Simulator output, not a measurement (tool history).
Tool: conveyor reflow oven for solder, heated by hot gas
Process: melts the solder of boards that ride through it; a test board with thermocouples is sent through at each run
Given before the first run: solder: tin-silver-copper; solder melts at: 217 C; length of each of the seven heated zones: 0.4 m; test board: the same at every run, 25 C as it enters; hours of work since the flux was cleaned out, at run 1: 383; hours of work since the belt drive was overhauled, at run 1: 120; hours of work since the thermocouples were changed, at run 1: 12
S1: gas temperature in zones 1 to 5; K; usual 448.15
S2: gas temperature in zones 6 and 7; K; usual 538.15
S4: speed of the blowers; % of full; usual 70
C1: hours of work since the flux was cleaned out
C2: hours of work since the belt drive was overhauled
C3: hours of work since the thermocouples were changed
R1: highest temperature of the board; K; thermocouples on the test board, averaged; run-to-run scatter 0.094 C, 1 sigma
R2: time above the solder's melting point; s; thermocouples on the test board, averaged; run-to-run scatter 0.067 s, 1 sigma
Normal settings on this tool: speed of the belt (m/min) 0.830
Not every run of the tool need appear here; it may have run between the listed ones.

Run 1, day 0.000: usual settings; C1 383; C2 120; C3 12. Result: R1 526.37 K, R2 44.86 s.
Run 2, day 0.304: usual settings but S1 451.15 K; C1 389; C2 126; C3 18. Result: R1 526.74 K, R2 45.99 s.
Run 3, day 0.546: usual settings but speed of the belt (m/min) 0.751; C1 393; C2 130; C3 22. Result: R1 528.74 K, R2 51.61 s.
Run 4, day 0.804: usual settings but S4 66 % of full; C1 397; C2 135; C3 27. Result: R1 525.80 K, R2 44.37 s.
At day 1.250: flux residue cleaned out of gas plates and filters.
Run 5, day 1.288: usual settings but S4 66 % of full; C1 1; C2 140; C3 32. Result: R1 525.42 K, R2 44.26 s.
Run 6, day 1.588: usual settings but S4 66 % of full; C1 6; C2 145; C3 37. Result: R1 525.27 K, R2 44.27 s.
Run 7, day 1.988: usual settings but S4 66 % of full; C1 13; C2 152; C3 44. Result: R1 525.00 K, R2 44.25 s.
Run 8, day 2.417: usual settings but S4 66 % of full; C1 21; C2 160; C3 52. Result: R1 525.36 K, R2 44.15 s.
Run 9, day 2.654: usual settings; C1 25; C2 164; C3 56. Result: R1 525.95 K, R2 44.51 s.
Run 10, day 2.988: usual settings but speed of the belt (m/min) 0.689; C1 31; C2 170; C3 62. Result: R1 530.24 K, R2 57.45 s.
Run 11, day 3.321: usual settings but speed of the belt (m/min) 0.689; C1 37; C2 176; C3 68. Result: R1 530.16 K, R2 57.36 s.
Run 12, day 3.596: usual settings but speed of the belt (m/min) 0.689; C1 42; C2 181; C3 73. Result: R1 530.29 K, R2 57.53 s.
Run 13, day 3.792: usual settings but S2 544.15 K; C1 46; C2 185; C3 77. Result: R1 531.05 K, R2 47.09 s.
At day 4.133: flux residue cleaned out of gas plates and filters, once more.
Run 14, day 4.354: usual settings but S2 534.15 K; C1 4; C2 191; C3 83. Result: R1 523.97 K, R2 44.30 s.
Run 15, day 4.754: usual settings but S2 534.15 K; C1 11; C2 198; C3 91. Result: R1 524.03 K, R2 44.26 s.
Run 16, day 5.079: usual settings but S2 534.15 K; C1 17; C2 204; C3 96. Result: R1 523.93 K, R2 44.11 s.
Run 17, day 5.471: usual settings but S1 446.15 K, S2 534.15 K, speed of the belt (m/min) 0.891, S4 60 % of full; C1 24; C2 211; C3 103. Result: R1 520.27 K, R2 37.81 s.
Run 18, day 5.862: usual settings but S1 446.15 K, S2 534.15 K, speed of the belt (m/min) 0.891, S4 60 % of full; C1 31; C2 218; C3 110. Result: R1 520.24 K, R2 37.79 s.
Run 19, day 6.308: usual settings but S2 543.15 K, speed of the belt (m/min) 0.700, S4 84 % of full; C1 39; C2 226; C3 118. Result: R1 537.33 K, R2 60.16 s.
Run 20, day 6.600: usual settings but S2 543.15 K, speed of the belt (m/min) 0.741, S4 56 % of full; C1 44; C2 232; C3 124. Result: R1 533.17 K, R2 54.25 s.
Run 21, day 7.042: usual settings but S2 543.15 K, speed of the belt (m/min) 0.741, S4 56 % of full; C1 52; C2 240; C3 132. Result: R1 532.87 K, R2 54.27 s.
Run 22, day 7.404: usual settings but S4 76 % of full; C1 59; C2 246; C3 138. Result: R1 528.28 K, R2 46.48 s.
Run 23, day 7.642: usual settings but S1 460.15 K, S2 539.15 K; C1 63; C2 250; C3 142. Result: R1 530.22 K, R2 50.45 s.
Run 24, day 7.858: usual settings but S1 462.15 K, S2 539.15 K, speed of the belt (m/min) 0.840; C1 67; C2 254; C3 146. Result: R1 529.87 K, R2 50.36 s.
Run 25, day 8.296: usual settings but S1 454.15 K, S2 541.15 K, speed of the belt (m/min) 0.828, S4 52 % of full; C1 75; C2 262; C3 154. Result: R1 528.35 K, R2 47.47 s.
Run 26, day 8.650: usual settings but S1 454.15 K, S2 526.15 K, speed of the belt (m/min) 0.828, S4 52 % of full; C1 81; C2 269; C3 161. Result: R1 514.92 K, R2 39.89 s.
Run 27, day 8.908: usual settings but S1 451.15 K, S2 539.15 K, speed of the belt (m/min) 0.680, S4 69 % of full; C1 86; C2 273; C3 165. Result: R1 532.76 K, R2 60.86 s.
Run 28, day 9.188: usual settings but S1 460.15 K, S2 547.15 K, speed of the belt (m/min) 0.695, S4 69 % of full; C1 91; C2 278; C3 170. Result: R1 540.92 K, R2 65.13 s.
Run 29, day 9.571: usual settings but S1 442.15 K, speed of the belt (m/min) 0.934; C1 98; C2 285; C3 177. Result: R1 523.37 K, R2 36.68 s.
Run 30, day 9.883: usual settings but S1 460.15 K, S2 537.15 K, speed of the belt (m/min) 0.934, S4 83 % of full; C1 104; C2 291; C3 183. Result: R1 526.88 K, R2 43.51 s.

Below are 4 alternative next runs, each starting from the tool's condition after run 30. Predict each:
Run A, day 10.225: usual settings but S1 460.15 K, S2 553.15 K, speed of the belt (m/min) 0.763, S4 81 % of full; C1 110; C2 297; C3 189. Result: R1 ?, R2 ?.
Run B, day 10.225: usual settings but S1 460.15 K, S2 548.15 K, speed of the belt (m/min) 0.934, S4 60 % of full; C1 110; C2 297; C3 189. Result: R1 ?, R2 ?.
Run C, day 10.225: usual settings but S1 451.15 K, speed of the belt (m/min) 0.747; C1 110; C2 297; C3 189. Result: R1 ?, R2 ?.
Run D, day 10.225: usual settings but S1 438.15 K, S2 537.15 K, speed of the belt (m/min) 0.934, S4 83 % of full; C1 110; C2 297; C3 189. Result: R1 ?, R2 ?.

run      R1     R2
  A  545.89  60.71
  B  533.46  45.35
  C  530.06  53.78
  D  523.86  36.42
Without the tool's unlogged condition, the same runs would have read:
run      R1     R2
  A  546.00  60.42
  B  533.65  45.23
  C  530.15  53.64
  D  524.17  36.52
